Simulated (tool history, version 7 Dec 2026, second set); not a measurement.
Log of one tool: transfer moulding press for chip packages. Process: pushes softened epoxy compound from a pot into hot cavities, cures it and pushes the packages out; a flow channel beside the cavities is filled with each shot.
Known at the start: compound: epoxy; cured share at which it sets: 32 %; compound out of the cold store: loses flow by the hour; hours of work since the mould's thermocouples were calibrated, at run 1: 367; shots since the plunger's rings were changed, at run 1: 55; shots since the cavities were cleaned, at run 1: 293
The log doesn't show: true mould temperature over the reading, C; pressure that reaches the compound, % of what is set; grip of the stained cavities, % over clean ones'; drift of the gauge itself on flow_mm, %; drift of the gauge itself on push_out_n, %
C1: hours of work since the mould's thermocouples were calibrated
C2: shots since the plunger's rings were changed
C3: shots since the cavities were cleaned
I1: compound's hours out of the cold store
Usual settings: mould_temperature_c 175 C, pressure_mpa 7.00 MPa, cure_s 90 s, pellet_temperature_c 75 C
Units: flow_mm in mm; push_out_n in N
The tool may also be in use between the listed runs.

run 1 hour=0.0 | mould_temperature_c=175 pressure_mpa=7.00 cure_s=90 pellet_temperature_c=75 | C1=367 C2=55 C3=293 | I1=26.7 | flow_mm=907 push_out_n=704
run 2 hour=11.6 | mould_temperature_c=175 pressure_mpa=7.02 cure_s=90 pellet_temperature_c=75 | C1=376 C2=235 C3=473 | I1=24.2 | flow_mm=909 push_out_n=786
run 3 hour=22.5 | mould_temperature_c=175 pressure_mpa=7.00 cure_s=80 pellet_temperature_c=75 | C1=383 C2=405 C3=643 | I1=32.5 | flow_mm=877 push_out_n=1138
run 4 hour=32.5 | mould_temperature_c=175 pressure_mpa=7.00 cure_s=80 pellet_temperature_c=75 | C1=391 C2=560 C3=798 | I1=9.3 | flow_mm=957 push_out_n=1210
run 5 hour=40.2 | mould_temperature_c=175 pressure_mpa=7.00 cure_s=88 pellet_temperature_c=75 | C1=396 C2=681 C3=919 | I1=16.5 | flow_mm=932 push_out_n=991
-- hour=44.2 cavities cleaned with cleaning compound and waxed
run 6 hour=54.7 | mould_temperature_c=175 pressure_mpa=7.00 cure_s=88 pellet_temperature_c=75 | C1=406 C2=882 C3=162 | I1=11.6 | flow_mm=950 push_out_n=1237
run 7 hour=61.4 | mould_temperature_c=175 pressure_mpa=7.00 cure_s=88 pellet_temperature_c=75 | C1=410 C2=986 C3=266 | I1=24.9 | flow_mm=895 push_out_n=1177
run 8 hour=71.7 | mould_temperature_c=175 pressure_mpa=7.00 cure_s=88 pellet_temperature_c=75 | C1=418 C2=1148 C3=428 | I1=17.0 | flow_mm=921 push_out_n=1174
run 9 hour=82.8 | mould_temperature_c=175 pressure_mpa=7.00 cure_s=88 pellet_temperature_c=75 | C1=426 C2=1319 C3=599 | I1=35.1 | flow_mm=862 push_out_n=1131
run 10 hour=90.3 | mould_temperature_c=175 pressure_mpa=7.00 cure_s=88 pellet_temperature_c=75 | C1=431 C2=1437 C3=717 | I1=39.0 | flow_mm=854 push_out_n=1127
run 11 hour=98.5 | mould_temperature_c=175 pressure_mpa=7.00 cure_s=88 pellet_temperature_c=75 | C1=437 C2=1564 C3=844 | I1=35.5 | flow_mm=863 push_out_n=1098
-- hour=107.5 cavities cleaned with cleaning compound and waxed
run 12 hour=107.5 | mould_temperature_c=172 pressure_mpa=7.00 cure_s=90 pellet_temperature_c=75 | C1=443 C2=1680 C3=0 | I1=29.8 | flow_mm=888 push_out_n=592
run 13 hour=113.6 | mould_temperature_c=172 pressure_mpa=7.00 cure_s=88 pellet_temperature_c=75 | C1=447 C2=1775 C3=95 | I1=32.9 | flow_mm=883 push_out_n=702
-- hour=122.0 cavities cleaned with cleaning compound and waxed, once more
run 14 hour=126.1 | mould_temperature_c=172 pressure_mpa=7.00 cure_s=88 pellet_temperature_c=75 | C1=455 C2=1946 C3=63 | I1=43.2 | flow_mm=836 push_out_n=689
run 15 hour=139.1 | mould_temperature_c=175 pressure_mpa=7.98 cure_s=119 pellet_temperature_c=75 | C1=465 C2=2148 C3=265 | I1=36.4 | flow_mm=913 push_out_n=545
run 16 hour=146.5 | mould_temperature_c=175 pressure_mpa=6.71 cure_s=90 pellet_temperature_c=73 | C1=470 C2=2263 C3=380 | I1=46.5 | flow_mm=804 push_out_n=778
run 17 hour=153.6 | mould_temperature_c=175 pressure_mpa=6.71 cure_s=90 pellet_temperature_c=73 | C1=475 C2=2374 C3=491 | I1=9.2 | flow_mm=923 push_out_n=811
run 18 hour=165.0 | mould_temperature_c=175 pressure_mpa=6.71 cure_s=90 pellet_temperature_c=73 | C1=483 C2=2551 C3=668 | I1=39.1 | flow_mm=826 push_out_n=860
run 19 hour=172.2 | mould_temperature_c=181 pressure_mpa=6.62 cure_s=90 pellet_temperature_c=71 | C1=489 C2=2662 C3=779 | I1=34.7 | flow_mm=824 push_out_n=721
run 20 hour=180.1 | mould_temperature_c=167 pressure_mpa=6.65 cure_s=90 pellet_temperature_c=77 | C1=494 C2=2786 C3=903 | I1=15.6 | flow_mm=914 push_out_n=1602
-- hour=185.2 cavities cleaned with cleaning compound and waxed
run 21 hour=191.2 | mould_temperature_c=167 pressure_mpa=6.65 cure_s=90 pellet_temperature_c=77 | C1=501 C2=2935 C3=94 | I1=37.7 | flow_mm=842 push_out_n=964
run 22 hour=204.1 | mould_temperature_c=167 pressure_mpa=6.65 cure_s=90 pellet_temperature_c=77 | C1=511 C2=3135 C3=294 | I1=44.4 | flow_mm=826 push_out_n=1097
run 23 hour=218.0 | mould_temperature_c=175 pressure_mpa=7.00 cure_s=90 pellet_temperature_c=82 | C1=521 C2=3352 C3=511 | I1=14.0 | flow_mm=919 push_out_n=844
run 24 hour=231.1 | mould_temperature_c=175 pressure_mpa=7.00 cure_s=90 pellet_temperature_c=82 | C1=530 C2=3555 C3=714 | I1=13.8 | flow_mm=917 push_out_n=899
run 25 hour=244.4 | mould_temperature_c=175 pressure_mpa=7.00 cure_s=90 pellet_temperature_c=72 | C1=540 C2=3763 C3=922 | I1=37.6 | flow_mm=847 push_out_n=914
-- hour=248.2 cavities cleaned with cleaning compound and waxed
run 26 hour=256.9 | mould_temperature_c=175 pressure_mpa=7.00 cure_s=90 pellet_temperature_c=75 | C1=548 C2=3934 C3=136 | I1=37.6 | flow_mm=839 push_out_n=605

The same runs without the tool's hidden state, with the same run-to-run variation:
run=1 flow_mm=910 push_out_n=528
run=2 flow_mm=913 push_out_n=518
run=3 flow_mm=881 push_out_n=692
run=4 flow_mm=962 push_out_n=699
run=5 flow_mm=939 push_out_n=551
run=6 flow_mm=958 push_out_n=571
run=7 flow_mm=903 push_out_n=549
run=8 flow_mm=930 push_out_n=549
run=9 flow_mm=872 push_out_n=535
run=10 flow_mm=864 push_out_n=532
run=11 flow_mm=874 push_out_n=521
run=12 flow_mm=900 push_out_n=598
run=13 flow_mm=896 push_out_n=618
run=14 flow_mm=849 push_out_n=627
run=15 flow_mm=929 push_out_n=397
run=16 flow_mm=819 push_out_n=533
run=17 flow_mm=940 push_out_n=521
run=18 flow_mm=842 push_out_n=512
run=19 flow_mm=840 push_out_n=410
run=20 flow_mm=934 push_out_n=903
run=21 flow_mm=862 push_out_n=846
run=22 flow_mm=845 push_out_n=796
run=23 flow_mm=943 push_out_n=534
run=24 flow_mm=942 push_out_n=528
run=25 flow_mm=872 push_out_n=507
run=26 flow_mm=864 push_out_n=513
